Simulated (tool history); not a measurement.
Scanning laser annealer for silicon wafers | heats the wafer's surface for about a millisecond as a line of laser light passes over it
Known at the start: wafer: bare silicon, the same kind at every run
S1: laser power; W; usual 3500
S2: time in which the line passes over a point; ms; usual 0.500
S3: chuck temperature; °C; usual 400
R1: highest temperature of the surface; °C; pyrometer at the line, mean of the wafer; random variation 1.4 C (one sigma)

run   hour    S1     S2   S3    R1
  1    0.0  3500  0.500  400  1173
  2   18.9  3500  0.434  400  1111
  3   42.6  3500  0.500  369  1139
  4   64.0  3500  0.500  369  1138
  5   80.5  3500  0.544  400  1208
  6  106.2  3500  0.439  400  1114
  7  127.8  3500  0.454  400  1128
  8  149.9  3500  0.384  400  1060
  9  161.2  3500  0.384  400  1061
 10  182.4  3500  0.384  400  1061
 11  196.5  3500  0.384  400  1059
 12  218.8  3500  0.384  400  1061
 13  240.7  3488  0.366  400  1039
 14  265.0  2979  0.502  400  1062
 15  284.4  2979  0.502  400  1075
 16  298.9  3500  0.421  404  1110
 17  313.6  3500  0.421  404  1110
 18  336.9  3248  0.415  417  1070
 19  359.3  3539  0.486  387  1157
 20  371.0  3762  0.500  400  1229
 21  395.3  3762  0.500  400  1226

Not shown: 1 entry that the log had between the listed runs. Between which runs, and how does the tool's hidden state differ before and after?
Between runs 14 and 15: window over the wafer cleaned (hour 277.2)
  light that passes the window, % of a clean one's: 97.87 -> 99.78; laser's true power over the reading, %: -0.02 -> -0.03; width of the line over the set one, %: 1.05 -> 1.07
  measured less the result without the state, R1: -16 -> -4 °C

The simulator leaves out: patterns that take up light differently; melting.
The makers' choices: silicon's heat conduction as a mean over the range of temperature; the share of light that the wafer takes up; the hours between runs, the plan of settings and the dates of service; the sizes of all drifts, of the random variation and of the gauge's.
